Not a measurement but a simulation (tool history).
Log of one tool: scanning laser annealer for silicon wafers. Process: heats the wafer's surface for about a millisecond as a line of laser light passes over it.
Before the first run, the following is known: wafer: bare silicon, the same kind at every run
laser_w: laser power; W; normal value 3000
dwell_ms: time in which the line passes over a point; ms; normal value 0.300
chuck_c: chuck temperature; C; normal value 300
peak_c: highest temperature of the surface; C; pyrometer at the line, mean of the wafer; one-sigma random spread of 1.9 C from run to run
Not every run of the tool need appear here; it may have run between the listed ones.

{"run": 1, "hour": 0.0, "laser_w": 3000, "dwell_ms": 0.3, "chuck_c": 300, "peak_c": 1108}
{"run": 2, "hour": 59.1, "laser_w": 3000, "dwell_ms": 0.3, "chuck_c": 300, "peak_c": 1101}
{"run": 3, "hour": 134.4, "laser_w": 3000, "dwell_ms": 0.3, "chuck_c": 307, "peak_c": 1099}
{"run": 4, "hour": 192.5, "laser_w": 3000, "dwell_ms": 0.3, "chuck_c": 307, "peak_c": 1099}
{"run": 5, "hour": 232.9, "laser_w": 3000, "dwell_ms": 0.3, "chuck_c": 307, "peak_c": 1096}
{"run": 6, "hour": 273.5, "laser_w": 3000, "dwell_ms": 0.3, "chuck_c": 307, "peak_c": 1094}
{"run": 7, "hour": 317.9, "laser_w": 3000, "dwell_ms": 0.3, "chuck_c": 307, "peak_c": 1093}
{"run": 8, "hour": 390.3, "laser_w": 3000, "dwell_ms": 0.3, "chuck_c": 300, "peak_c": 1081}
{"hour": 399.9, "done": "optics aligned, line set to its width"}
{"run": 9, "hour": 449.0, "laser_w": 2593, "dwell_ms": 0.259, "chuck_c": 260, "peak_c": 870}
{"run": 10, "hour": 511.3, "laser_w": 3208, "dwell_ms": 0.259, "chuck_c": 260, "peak_c": 1041}
{"run": 11, "hour": 558.2, "laser_w": 2592, "dwell_ms": 0.214, "chuck_c": 262, "peak_c": 817}
{"run": 12, "hour": 640.9, "laser_w": 2592, "dwell_ms": 0.214, "chuck_c": 262, "peak_c": 809}
{"run": 13, "hour": 683.3, "laser_w": 2919, "dwell_ms": 0.237, "chuck_c": 265, "peak_c": 925}
{"run": 14, "hour": 769.3, "laser_w": 3000, "dwell_ms": 0.257, "chuck_c": 265, "peak_c": 968}
{"run": 15, "hour": 820.9, "laser_w": 3001, "dwell_ms": 0.295, "chuck_c": 271, "peak_c": 1019}
{"run": 16, "hour": 868.8, "laser_w": 3130, "dwell_ms": 0.282, "chuck_c": 299, "peak_c": 1062}

Each row is a separate what-if for the run after 16, all from the same tool condition, not one after another. Results?
{"hour": 903.9, "done": "window over the wafer cleaned"}
{"hour": 965.7, "done": "optics aligned, line set to its width, once more"}
{"run": "A", "hour": 971.8, "laser_w": 3292, "dwell_ms": 0.281, "chuck_c": 267, "peak_c": "?"}
{"hour": 903.9, "done": "window over the wafer cleaned"}
{"hour": 965.7, "done": "optics aligned, line set to its width, once more"}
{"run": "B", "hour": 971.8, "laser_w": 2849, "dwell_ms": 0.325, "chuck_c": 274, "peak_c": "?"}
{"hour": 903.9, "done": "window over the wafer cleaned"}
{"hour": 965.7, "done": "optics aligned, line set to its width, once more"}
{"run": "C", "hour": 971.8, "laser_w": 3000, "dwell_ms": 0.3, "chuck_c": 331, "peak_c": "?"}
{"hour": 903.9, "done": "window over the wafer cleaned"}
{"hour": 965.7, "done": "optics aligned, line set to its width, once more"}
{"run": "D", "hour": 971.8, "laser_w": 3018, "dwell_ms": 0.21, "chuck_c": 313, "peak_c": "?"}

run=A peak_c=1152
run=B peak_c=1069
run=C peak_c=1149
run=D peak_c=1014
Take away the tool's hidden state, keep each run's random variation, and the runs would have read:
run=A peak_c=1166
run=B peak_c=1082
run=C peak_c=1162
run=D peak_c=1025
